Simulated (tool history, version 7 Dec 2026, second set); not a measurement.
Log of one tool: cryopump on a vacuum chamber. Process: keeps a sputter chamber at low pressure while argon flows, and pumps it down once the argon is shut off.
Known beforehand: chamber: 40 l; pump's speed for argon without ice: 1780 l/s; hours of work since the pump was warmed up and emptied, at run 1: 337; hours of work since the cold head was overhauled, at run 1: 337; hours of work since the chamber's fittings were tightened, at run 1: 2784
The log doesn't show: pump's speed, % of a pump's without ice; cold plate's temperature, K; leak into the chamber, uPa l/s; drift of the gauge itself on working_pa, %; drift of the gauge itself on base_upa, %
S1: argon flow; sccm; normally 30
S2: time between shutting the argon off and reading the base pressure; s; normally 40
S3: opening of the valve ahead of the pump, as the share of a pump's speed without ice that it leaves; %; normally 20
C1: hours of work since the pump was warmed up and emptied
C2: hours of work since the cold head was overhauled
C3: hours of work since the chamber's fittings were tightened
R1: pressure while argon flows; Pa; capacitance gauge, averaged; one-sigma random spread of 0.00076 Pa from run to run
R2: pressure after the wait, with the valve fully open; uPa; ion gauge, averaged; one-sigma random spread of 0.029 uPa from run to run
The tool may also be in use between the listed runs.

Run 1, day 0: usual settings; C1 337; C2 337; C3 2784. Result: R1 0.1477 Pa, R2 3.59 uPa.
Run 2, day 0.429: usual settings; C1 342; C2 342; C3 2790. Result: R1 0.147 Pa, R2 3.65 uPa.
Run 3, day 0.938: usual settings; C1 349; C2 349; C3 2796. Result: R1 0.1462 Pa, R2 3.79 uPa.
Run 4, day 1.367: usual settings but S3 59 %; C1 355; C2 355; C3 2802. Result: R1 0.0531 Pa, R2 3.87 uPa.
Run 5, day 1.758: usual settings; C1 360; C2 360; C3 2807. Result: R1 0.1478 Pa, R2 3.8 uPa.
Run 6, day 2.038: usual settings; C1 364; C2 364; C3 2811. Result: R1 0.1469 Pa, R2 3.87 uPa.
Run 7, day 2.333: usual settings; C1 368; C2 368; C3 2815. Result: R1 0.1457 Pa, R2 3.7 uPa.
Run 8, day 2.679: usual settings; C1 372; C2 372; C3 2819. Result: R1 0.1476 Pa, R2 3.89 uPa.
Run 9, day 3.138: usual settings but S3 16 %; C1 378; C2 378; C3 2825. Result: R1 0.183 Pa, R2 3.9 uPa.
Run 10, day 3.504: usual settings but S3 44 %; C1 383; C2 383; C3 2830. Result: R1 0.0707 Pa, R2 3.8 uPa.
Run 11, day 3.896: usual settings but S3 44 %; C1 388; C2 388; C3 2836. Result: R1 0.0698 Pa, R2 3.89 uPa.
Run 12, day 4.45: usual settings but S3 44 %; C1 396; C2 396; C3 2843. Result: R1 0.0691 Pa, R2 3.8 uPa.
Run 13, day 5.062: usual settings; C1 404; C2 404; C3 2851. Result: R1 0.148 Pa, R2 3.72 uPa.
Run 14, day 5.367: usual settings; C1 408; C2 408; C3 2855. Result: R1 0.1491 Pa, R2 3.95 uPa.
Run 15, day 5.867: usual settings but S3 30 %; C1 414; C2 414; C3 2862. Result: R1 0.1003 Pa, R2 3.94 uPa.
Run 16, day 6.233: usual settings but S3 30 %; C1 419; C2 419; C3 2866. Result: R1 0.1006 Pa, R2 3.91 uPa.
Run 17, day 6.754: usual settings but S3 30 %; C1 426; C2 426; C3 2873. Result: R1 0.1014 Pa, R2 3.89 uPa.
At day 7.171: leaking fittings of the chamber tightened, without venting.
Run 18, day 7.317: usual settings but S1 14 sccm, S3 19 %; C1 432; C2 432; C3 2. Result: R1 0.0729 Pa, R2 1.51 uPa.
Run 19, day 7.862: usual settings but S1 22 sccm, S2 70 s, S3 17 %; C1 440; C2 440; C3 9. Result: R1 0.1283 Pa, R2 0.96 uPa.
Run 20, day 8.383: usual settings but S1 22 sccm, S2 70 s, S3 17 %; C1 447; C2 447; C3 16. Result: R1 0.1274 Pa, R2 0.95 uPa.
Run 21, day 8.817: usual settings but S2 25 s, S3 54 %; C1 452; C2 452; C3 22. Result: R1 0.0595 Pa, R2 2.17 uPa.
Run 22, day 9.462: usual settings but S2 25 s, S3 54 %; C1 461; C2 461; C3 30. Result: R1 0.0594 Pa, R2 2.23 uPa.
Run 23, day 9.921: usual settings but S1 21 sccm, S2 85 s, S3 45 %; C1 467; C2 467; C3 36. Result: R1 0.0488 Pa, R2 0.86 uPa.
Run 24, day 10.367: usual settings but S1 21 sccm, S2 85 s, S3 46 %; C1 473; C2 473; C3 42. Result: R1 0.0478 Pa, R2 0.9 uPa.
Run 25, day 10.721: usual settings but S1 13 sccm, S3 16 %; C1 477; C2 477; C3 47. Result: R1 0.0799 Pa, R2 1.49 uPa.
Run 26, day 11.346: usual settings but S1 13 sccm, S2 220 s; C1 486; C2 486; C3 55. Result: R1 0.0643 Pa, R2 0.49 uPa.
Run 27, day 11.621: usual settings but S1 13 sccm, S2 220 s; C1 489; C2 489; C3 59. Result: R1 0.0655 Pa, R2 0.58 uPa.
Run 28, day 12.071: usual settings but S1 13 sccm, S2 220 s; C1 495; C2 495; C3 65. Result: R1 0.0645 Pa, R2 0.54 uPa.
Run 29, day 12.525: usual settings but S1 36 sccm, S3 45 %; C1 501; C2 501; C3 71. Result: R1 0.0859 Pa, R2 1.47 uPa.
Run 30, day 12.792: usual settings but S1 34 sccm, S2 88 s, S3 53 %; C1 505; C2 505; C3 74. Result: R1 0.0692 Pa, R2 0.85 uPa.
Run 31, day 13.338: usual settings but S1 34 sccm, S2 88 s, S3 53 %; C1 512; C2 512; C3 82. Result: R1 0.0689 Pa, R2 0.9 uPa.
Run 32, day 13.833: usual settings but S1 34 sccm, S2 88 s, S3 53 %; C1 519; C2 519; C3 88. Result: R1 0.0688 Pa, R2 0.88 uPa.
Run 33, day 14.458: usual settings but S1 34 sccm, S2 88 s, S3 53 %; C1 527; C2 527; C3 96. Result: R1 0.0702 Pa, R2 0.97 uPa.

Had the tool no unlogged condition, and each run kept its random variation, what would the results have been?
run      R1    R2
  1   0.143  1.32
  2  0.1422  1.31
  3  0.1413  1.38
  4  0.0482  1.41
  5  0.1428  1.38
  6  0.1419  1.41
  7  0.1406  1.31
  8  0.1423  1.41
  9  0.1776  1.37
 10  0.0653  1.34
 11  0.0643  1.38
 12  0.0635  1.34
 13  0.1422   1.3
 14  0.1432  1.37
 15  0.0943  1.37
 16  0.0946  1.36
 17  0.0952  1.34
 18  0.0699  1.42
 19  0.1236  0.87
 20  0.1226  0.85
 21  0.0527  2.06
 22  0.0526   2.1
 23   0.044  0.74
 24  0.0429  0.77
 25  0.0768  1.35
 26  0.0611  0.34
 27  0.0623  0.42
 28  0.0613  0.39
 29  0.0768  1.31
 30  0.0605  0.68
 31  0.0601  0.72
 32  0.0598   0.7
 33  0.0611  0.76
